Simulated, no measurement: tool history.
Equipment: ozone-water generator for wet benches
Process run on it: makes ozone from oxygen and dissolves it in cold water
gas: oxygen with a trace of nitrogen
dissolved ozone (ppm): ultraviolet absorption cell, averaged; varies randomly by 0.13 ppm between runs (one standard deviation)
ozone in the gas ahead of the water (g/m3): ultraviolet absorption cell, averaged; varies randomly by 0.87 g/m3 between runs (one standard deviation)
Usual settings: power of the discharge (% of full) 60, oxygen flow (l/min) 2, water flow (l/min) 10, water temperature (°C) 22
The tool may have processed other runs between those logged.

run,hour,power of the discharge (% of full),oxygen flow (l/min),water flow (l/min),water temperature (°C),dissolved ozone (ppm),ozone in the gas ahead of the water (g/m3)
1,0,60,2,10,22,11.7,127.2
2,72.9,60,2,10,14,12.9,127.1
3,178.4,60,2,10,14,12.8,126
4,278.7,60,3.01,10,22,12.3,108
5,363.2,60,3.01,10,22,12.5,108.4
6,414,60,3.01,10,22,12.2,108.1
7,482.7,60,3.01,10,22,12.1,109.4
8,587.5,60,3.01,10,22,12,107.1
# hour 661.1: contactor cleaned
9,661.1,60,3.03,10,22,12.4,107.8
10,785.3,60,2,15,16,9,127.4
11,910.1,69,2,15,26,8.7,136.6
12,991.5,49,3.12,12,15,11.1,95.3
13,1073.8,60,1.65,7,15,15.7,133.3
14,1191.8,60,2,8,22,13.6,124.5
15,1286.8,60,2,8,22,13.7,125.7
16,1369.2,77,2,12,19,11.8,140.6
17,1466.1,52,1.07,8,23,10.6,145.6

Selected run-to-run steps in dissolved ozone (ppm), each split into two signed amounts: the part the tool would show with no hidden state at all (from settings, incoming material and random variation), and the remainder, which goes to the hidden state together with any gauge scatter not common to the measured and the hidden-state-free results:
The hidden state here: yield of the discharge, % of new electrodes'; contactor's efficiency, % of a clean one's; true water temperature over the reading, C; drift of the gauge itself on ozone_ppm, %; drift of the gauge itself on gas_g_m3, %.
Run 12 -> 13: power of the discharge (% of full) 49 -> 60, oxygen flow (l/min) 3.12 -> 1.65, water flow (l/min) 12 -> 7. dissolved ozone (ppm) +4.6: hidden state -0.9, all else +5.5.
